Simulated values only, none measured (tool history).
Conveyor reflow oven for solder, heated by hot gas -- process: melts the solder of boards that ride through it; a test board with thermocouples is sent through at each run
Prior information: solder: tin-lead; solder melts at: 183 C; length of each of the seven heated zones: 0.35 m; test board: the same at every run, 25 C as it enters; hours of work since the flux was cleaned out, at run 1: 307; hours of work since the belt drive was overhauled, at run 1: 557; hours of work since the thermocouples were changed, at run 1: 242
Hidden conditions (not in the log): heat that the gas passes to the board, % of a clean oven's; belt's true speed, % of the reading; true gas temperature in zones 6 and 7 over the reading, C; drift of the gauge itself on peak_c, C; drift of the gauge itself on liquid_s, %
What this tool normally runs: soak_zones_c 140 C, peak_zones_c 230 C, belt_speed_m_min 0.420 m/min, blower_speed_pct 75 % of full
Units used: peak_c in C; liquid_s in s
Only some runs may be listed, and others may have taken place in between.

run	day	soak_zones_c	peak_zones_c	belt_speed_m_min	blower_speed_pct	hours of work since the flux was cleaned out	hours of work since the belt drive was overhauled	hours of work since the thermocouples were changed	peak_c	liquid_s
1	0.000	140	230	0.420	75	307	557	242	219.1	79.0
2	1.454	140	230	0.359	75	330	581	265	222.1	97.8
3	4.200	140	230	0.359	75	375	625	310	222.6	97.1
4	5.529	140	230	0.420	75	396	647	331	218.6	79.0
5	7.021	140	230	0.420	75	420	671	355	218.9	78.8
# day 7.492: flux residue cleaned out of gas plates and filters
6	10.446	140	221	0.420	75	48	722	407	211.3	71.4
7	12.675	140	221	0.420	75	84	758	443	210.7	71.1
8	14.238	140	221	0.456	75	109	784	468	209.1	62.5
9	16.492	140	230	0.420	75	145	820	504	218.8	79.2
10	17.883	140	230	0.420	75	168	842	527	218.9	78.9
11	20.883	140	230	0.420	75	216	891	575	218.5	78.7
12	22.604	140	230	0.420	75	244	919	603	219.6	78.9
13	24.112	140	230	0.420	75	268	943	627	219.2	78.7
# day 26.221: belt drive overhauled, speed set with a stopwatch
14	26.229	140	230	0.420	75	299	0	659	218.6	79.4
15	29.129	140	230	0.420	75	346	47	706	218.4	79.3
16	30.625	140	230	0.420	75	370	71	730	219.2	79.0
17	32.396	148	224	0.420	75	399	100	758	214.9	79.1
# day 34.000: flux residue cleaned out of gas plates and filters
18	34.054	135	220	0.471	70	1	123	782	205.3	53.6
19	36.525	140	243	0.420	75	41	163	822	230.9	88.0
20	39.833	140	230	0.420	76	94	216	875	219.0	79.3
21	42.654	140	230	0.420	76	140	262	920	219.2	79.0
22	44.933	140	229	0.400	75	176	298	957	219.3	83.9
23	47.304	127	240	0.374	75	215	337	995	229.8	93.0
24	49.100	127	240	0.362	62	244	366	1024	228.1	94.1
25	51.238	127	240	0.362	62	278	400	1059	227.7	94.0
26	54.312	140	236	0.420	73	328	450	1108	224.1	82.6
# day 55.858: thermocouples of zones 6 and 7 changed
27	57.542	140	236	0.420	73	378	500	27	224.0	83.1
28	59.946	140	236	0.420	76	417	539	66	224.6	83.0
# day 60.371: flux residue cleaned out of gas plates and filters
29	62.658	140	218	0.467	76	37	580	106	206.0	57.2
30	64.733	140	218	0.467	76	70	613	140	205.9	57.4
31	66.450	140	226	0.470	76	98	641	167	213.1	64.3

What if the next run were any one of these 3? Each begins from the tool's condition after run 31:
A	68.362	140	229	0.470	76	129	672	198	?	?
B	68.362	140	231	0.470	65	129	672	198	?	?
C	68.362	139	230	0.420	75	129	672	198	?	?

run	peak_c	liquid_s
A	215.1	66.8
B	214.6	65.2
C	219.0	78.8
Had the tool no hidden state, the same runs would have come out as:
run	peak_c	liquid_s
A	215.2	66.8
B	214.6	65.2
C	219.0	78.8
